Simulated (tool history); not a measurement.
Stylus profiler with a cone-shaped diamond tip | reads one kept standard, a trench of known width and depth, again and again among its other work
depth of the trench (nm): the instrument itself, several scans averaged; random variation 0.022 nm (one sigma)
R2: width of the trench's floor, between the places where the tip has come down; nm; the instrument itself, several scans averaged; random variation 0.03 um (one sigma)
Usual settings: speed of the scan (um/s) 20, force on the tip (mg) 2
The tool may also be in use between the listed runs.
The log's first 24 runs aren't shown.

Run 25, day 76.3: usual settings but force on the tip (mg) 3.23. Result: depth of the trench (nm) 101.54, R2 27250 nm.
Run 26, day 79.012: usual settings but speed of the scan (um/s) 11, force on the tip (mg) 3.98. Result: depth of the trench (nm) 101.75, R2 27310 nm.
Run 27, day 83.167: usual settings but speed of the scan (um/s) 11, force on the tip (mg) 3.98. Result: depth of the trench (nm) 101.76, R2 27270 nm.
Run 28, day 87.621: usual settings but speed of the scan (um/s) 35, force on the tip (mg) 3.66. Result: depth of the trench (nm) 101.66, R2 27110 nm.
Run 29, day 89.921: usual settings but speed of the scan (um/s) 30, force on the tip (mg) 2.1. Result: depth of the trench (nm) 101.19, R2 27040 nm.
Run 30, day 93.304: usual settings but speed of the scan (um/s) 36, force on the tip (mg) 2.34. Result: depth of the trench (nm) 101.26, R2 27030 nm.
Run 31, day 96.667: usual settings but speed of the scan (um/s) 48, force on the tip (mg) 0.74. Result: depth of the trench (nm) 100.64, R2 26700 nm.
Run 32, day 100.779: usual settings but speed of the scan (um/s) 62, force on the tip (mg) 4.33. Result: depth of the trench (nm) 101.91, R2 26950 nm.
Run 33, day 104.033: usual settings but speed of the scan (um/s) 40, force on the tip (mg) 2.24. Result: depth of the trench (nm) 101.26, R2 26900 nm.
Run 34, day 106.954: usual settings but speed of the scan (um/s) 8, force on the tip (mg) 1.65. Result: depth of the trench (nm) 101.09, R2 27160 nm.

The next listed run, before its measurement:
Run 35, day 108.858: usual settings but speed of the scan (um/s) 8, force on the tip (mg) 1.65. Result: depth of the trench (nm) ?, R2 ?.

depth of the trench (nm): 101.05
R2: 27150 nm
Without the tool's hidden state the same run would have given depth of the trench (nm) 100.92, R2 27960 nm.

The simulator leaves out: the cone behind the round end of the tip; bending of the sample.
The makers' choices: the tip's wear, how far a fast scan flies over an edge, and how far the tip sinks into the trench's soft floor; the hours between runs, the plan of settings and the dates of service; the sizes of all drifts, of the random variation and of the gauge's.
